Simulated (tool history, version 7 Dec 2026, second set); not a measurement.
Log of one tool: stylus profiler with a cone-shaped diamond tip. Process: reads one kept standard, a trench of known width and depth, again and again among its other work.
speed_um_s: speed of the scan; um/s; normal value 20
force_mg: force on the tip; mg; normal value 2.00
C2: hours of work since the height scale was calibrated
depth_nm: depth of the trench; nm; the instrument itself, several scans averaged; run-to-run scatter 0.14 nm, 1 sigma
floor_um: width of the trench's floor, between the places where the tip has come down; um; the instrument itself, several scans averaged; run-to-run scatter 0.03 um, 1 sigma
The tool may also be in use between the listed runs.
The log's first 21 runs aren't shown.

run 22 day=20.904 | speed_um_s=49 force_mg=2.00 | scans_with_this_tip=8474 C2=939 | depth_nm=505.55 floor_um=46.77
run 23 day=22.104 | speed_um_s=36 force_mg=2.10 | scans_with_this_tip=8628 C2=956 | depth_nm=505.63 floor_um=46.83
run 24 day=23.438 | speed_um_s=48 force_mg=2.10 | scans_with_this_tip=8799 C2=975 | depth_nm=505.69 floor_um=46.76
run 25 day=24.725 | speed_um_s=48 force_mg=2.10 | scans_with_this_tip=8965 C2=993 | depth_nm=505.62 floor_um=46.78
run 26 day=26.012 | speed_um_s=7 force_mg=1.29 | scans_with_this_tip=9130 C2=1011 | depth_nm=504.29 floor_um=46.94
run 27 day=27.542 | speed_um_s=19 force_mg=3.29 | scans_with_this_tip=9327 C2=1033 | depth_nm=507.74 floor_um=46.84
run 28 day=28.417 | speed_um_s=10 force_mg=3.29 | scans_with_this_tip=9439 C2=1046 | depth_nm=507.49 floor_um=46.96
run 29 day=29.725 | speed_um_s=10 force_mg=3.29 | scans_with_this_tip=9607 C2=1064 | depth_nm=507.16 floor_um=46.94
run 30 day=30.758 | speed_um_s=10 force_mg=3.29 | scans_with_this_tip=9740 C2=1079 | depth_nm=507.59 floor_um=46.92
run 31 day=32.067 | speed_um_s=20 force_mg=2.33 | scans_with_this_tip=9908 C2=1098 | depth_nm=505.97 floor_um=46.87
run 32 day=33.558 | speed_um_s=25 force_mg=2.09 | scans_with_this_tip=10100 C2=1119 | depth_nm=505.64 floor_um=46.91
run 33 day=34.738 | speed_um_s=25 force_mg=1.14 | scans_with_this_tip=10251 C2=1136 | depth_nm=503.54 floor_um=46.83
run 34 day=35.729 | speed_um_s=12 force_mg=0.68 | scans_with_this_tip=10379 C2=1150 | depth_nm=502.65 floor_um=46.87
run 35 day=36.596 | speed_um_s=12 force_mg=0.68 | scans_with_this_tip=10490 C2=1162 | depth_nm=502.58 floor_um=46.86
run 36 day=37.667 | speed_um_s=15 force_mg=5.40 | scans_with_this_tip=10628 C2=1177 | depth_nm=510.49 floor_um=46.94
run 37 day=39.071 | speed_um_s=61 force_mg=0.79 | scans_with_this_tip=10808 C2=1197 | depth_nm=502.67 floor_um=46.50
run 38 day=39.875 | speed_um_s=11 force_mg=1.64 | scans_with_this_tip=10912 C2=1209 | depth_nm=504.55 floor_um=46.92
run 39 day=41.238 | speed_um_s=71 force_mg=4.08 | scans_with_this_tip=11087 C2=1228 | depth_nm=508.76 floor_um=46.76
run 40 day=42.367 | speed_um_s=71 force_mg=4.08 | scans_with_this_tip=11232 C2=1244 | depth_nm=508.52 floor_um=46.76
run 41 day=43.338 | speed_um_s=71 force_mg=4.08 | scans_with_this_tip=11356 C2=1258 | depth_nm=508.51 floor_um=46.74
run 42 day=44.221 | speed_um_s=7 force_mg=2.00 | scans_with_this_tip=11470 C2=1271 | depth_nm=505.31 floor_um=46.97
run 43 day=45.012 | speed_um_s=7 force_mg=2.00 | scans_with_this_tip=11572 C2=1282 | depth_nm=505.25 floor_um=46.98
run 44 day=45.775 | speed_um_s=7 force_mg=2.00 | scans_with_this_tip=11670 C2=1293 | depth_nm=505.04 floor_um=46.93

Predict each of these 5 candidate next runs independently; none follows another, all start after run 44:
run A day=46.625 | speed_um_s=30 force_mg=0.78 | scans_with_this_tip=11779 C2=1305 | depth_nm=? floor_um=?
run B day=46.625 | speed_um_s=49 force_mg=2.00 | scans_with_this_tip=11779 C2=1305 | depth_nm=? floor_um=?
run C day=46.625 | speed_um_s=10 force_mg=0.76 | scans_with_this_tip=11779 C2=1305 | depth_nm=? floor_um=?
run D day=46.625 | speed_um_s=10 force_mg=3.55 | scans_with_this_tip=11779 C2=1305 | depth_nm=? floor_um=?
run E day=46.625 | speed_um_s=16 force_mg=3.12 | scans_with_this_tip=11779 C2=1305 | depth_nm=? floor_um=?

run=A depth_nm=502.49 floor_um=46.73
run=B depth_nm=505.20 floor_um=46.75
run=C depth_nm=502.65 floor_um=46.94
run=D depth_nm=507.76 floor_um=46.91
run=E depth_nm=507.17 floor_um=46.91
Take away the tool's hidden state, keep each run's random variation, and the runs would have read:
run=A depth_nm=502.51 floor_um=46.74
run=B depth_nm=505.21 floor_um=46.76
run=C depth_nm=502.67 floor_um=46.96
run=D depth_nm=507.78 floor_um=46.92
run=E depth_nm=507.19 floor_um=46.92
